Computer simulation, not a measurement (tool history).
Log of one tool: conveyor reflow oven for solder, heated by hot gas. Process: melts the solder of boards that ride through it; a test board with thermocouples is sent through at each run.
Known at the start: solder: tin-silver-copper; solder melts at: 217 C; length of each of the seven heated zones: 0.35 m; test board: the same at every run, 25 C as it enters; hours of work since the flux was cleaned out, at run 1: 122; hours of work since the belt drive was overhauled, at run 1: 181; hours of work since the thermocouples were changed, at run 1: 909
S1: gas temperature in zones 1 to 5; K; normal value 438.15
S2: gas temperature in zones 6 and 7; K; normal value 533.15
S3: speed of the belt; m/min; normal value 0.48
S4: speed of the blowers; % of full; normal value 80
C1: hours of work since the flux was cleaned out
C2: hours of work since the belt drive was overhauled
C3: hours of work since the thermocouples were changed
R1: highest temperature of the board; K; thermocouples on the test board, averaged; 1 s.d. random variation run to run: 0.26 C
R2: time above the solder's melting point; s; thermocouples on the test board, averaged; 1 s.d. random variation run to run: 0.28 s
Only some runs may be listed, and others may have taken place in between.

| run | hour | S1 | S2 | S3 | S4 | C1 | C2 | C3 | R1 | R2 |
|---|---|---|---|---|---|---|---|---|---|---|
| 1 | 0 | 438.15 | 533.15 | 0.48 | 80 | 122 | 181 | 909 | 516.85 | 55.4 |
| 2 | 47.6 | 438.15 | 533.15 | 0.563 | 80 | 158 | 217 | 945 | 511.65 | 39.6 |
| 3 | 68.9 | 438.15 | 533.15 | 0.563 | 80 | 175 | 233 | 961 | 511.25 | 40 |
| 4 | 103.9 | 438.15 | 533.15 | 0.563 | 80 | 201 | 260 | 988 | 511.25 | 39.9 |
| 5 | 127.7 | 438.15 | 533.15 | 0.563 | 80 | 219 | 278 | 1006 | 511.15 | 39.6 |
| 6 | 167.7 | 438.15 | 533.15 | 0.563 | 80 | 250 | 309 | 1036 | 511.35 | 39.6 |
| 7 | 200.6 | 438.15 | 533.15 | 0.563 | 80 | 275 | 334 | 1062 | 510.65 | 39.2 |
| 8 | 245.3 | 438.15 | 533.15 | 0.563 | 80 | 309 | 368 | 1096 | 510.65 | 38.7 |
| 9 | 278.3 | 438.15 | 533.15 | 0.563 | 80 | 334 | 393 | 1121 | 510.45 | 38.6 |
| 10 | 298.7 | 428.15 | 533.15 | 0.563 | 80 | 350 | 409 | 1136 | 507.85 | 33 |
| 11 | 330.9 | 428.15 | 533.15 | 0.563 | 80 | 374 | 433 | 1161 | 507.55 | 32.7 |
|  | 363.3 | flux residue cleaned out of gas plates and filters |
| 12 | 366.7 | 428.15 | 533.15 | 0.563 | 80 | 3 | 457 | 1184 | 509.65 | 35.6 |
| 13 | 409.3 | 428.15 | 533.15 | 0.563 | 80 | 35 | 489 | 1217 | 509.35 | 35.7 |
|  | 415.1 | thermocouples of zones 6 and 7 changed |
| 14 | 449.2 | 428.15 | 533.15 | 0.529 | 80 | 64 | 518 | 26 | 514.45 | 44.3 |
| 15 | 484.7 | 428.15 | 533.15 | 0.529 | 80 | 91 | 545 | 53 | 514.55 | 44 |
| 16 | 531.5 | 428.15 | 533.15 | 0.529 | 80 | 127 | 581 | 89 | 514.15 | 44.2 |
| 17 | 568.3 | 436.15 | 533.15 | 0.499 | 80 | 155 | 609 | 117 | 517.75 | 52.4 |
| 18 | 597.4 | 436.15 | 533.15 | 0.499 | 80 | 177 | 631 | 139 | 517.35 | 52.9 |
| 19 | 623 | 440.15 | 535.15 | 0.465 | 51 | 196 | 650 | 158 | 513.55 | 51.9 |
| 20 | 659.7 | 431.15 | 526.15 | 0.392 | 62 | 224 | 678 | 186 | 513.05 | 61.3 |
| 21 | 692.7 | 447.15 | 537.15 | 0.48 | 62 | 250 | 704 | 212 | 519.55 | 59.9 |
| 22 | 721.7 | 447.15 | 537.15 | 0.48 | 51 | 272 | 726 | 234 | 514.95 | 54 |
| 23 | 751.2 | 439.15 | 547.15 | 0.526 | 77 | 294 | 748 | 256 | 526.85 | 58.1 |
| 24 | 798.7 | 440.15 | 533.15 | 0.44 | 80 | 330 | 785 | 292 | 520.25 | 67.2 |
| 25 | 835.3 | 425.15 | 525.15 | 0.473 | 80 | 358 | 812 | 320 | 508.75 | 43.2 |
| 26 | 861.1 | 445.15 | 525.15 | 0.473 | 86 | 378 | 832 | 340 | 512.65 | 56.5 |
|  | 888.6 | flux residue cleaned out of gas plates and filters |
| 27 | 891 | 444.15 | 541.15 | 0.565 | 54 | 2 | 851 | 359 | 513.45 | 42.2 |
| 28 | 911 | 444.15 | 541.15 | 0.565 | 54 | 17 | 866 | 374 | 513.25 | 42.3 |
| 29 | 949.5 | 438.15 | 533.15 | 0.502 | 89 | 46 | 896 | 404 | 519.05 | 56.8 |

Predict each of these 4 candidate next runs independently; none follows another, all start after run 29:
| A | 984.3 | 438.15 | 535.15 | 0.48 | 58 | 73 | 922 | 430 | ? | ? |
| B | 984.3 | 438.15 | 530.15 | 0.48 | 80 | 73 | 922 | 430 | ? | ? |
| C | 984.3 | 438.15 | 537.15 | 0.48 | 80 | 73 | 922 | 430 | ? | ? |
| D | 984.3 | 438.15 | 533.15 | 0.502 | 86 | 73 | 922 | 430 | ? | ? |

| run | R1 | R2 |
|---|---|---|
| A | 514.45 | 51.2 |
| B | 515.75 | 56 |
| C | 522.05 | 62 |
| D | 518.65 | 55.7 |
Stripped of hidden state, with their random variation kept, the same runs would have yielded:
| run | R1 | R2 |
|---|---|---|
| A | 515.65 | 51.3 |
| B | 517.25 | 56.1 |
| C | 523.55 | 61.8 |
| D | 520.15 | 55.7 |

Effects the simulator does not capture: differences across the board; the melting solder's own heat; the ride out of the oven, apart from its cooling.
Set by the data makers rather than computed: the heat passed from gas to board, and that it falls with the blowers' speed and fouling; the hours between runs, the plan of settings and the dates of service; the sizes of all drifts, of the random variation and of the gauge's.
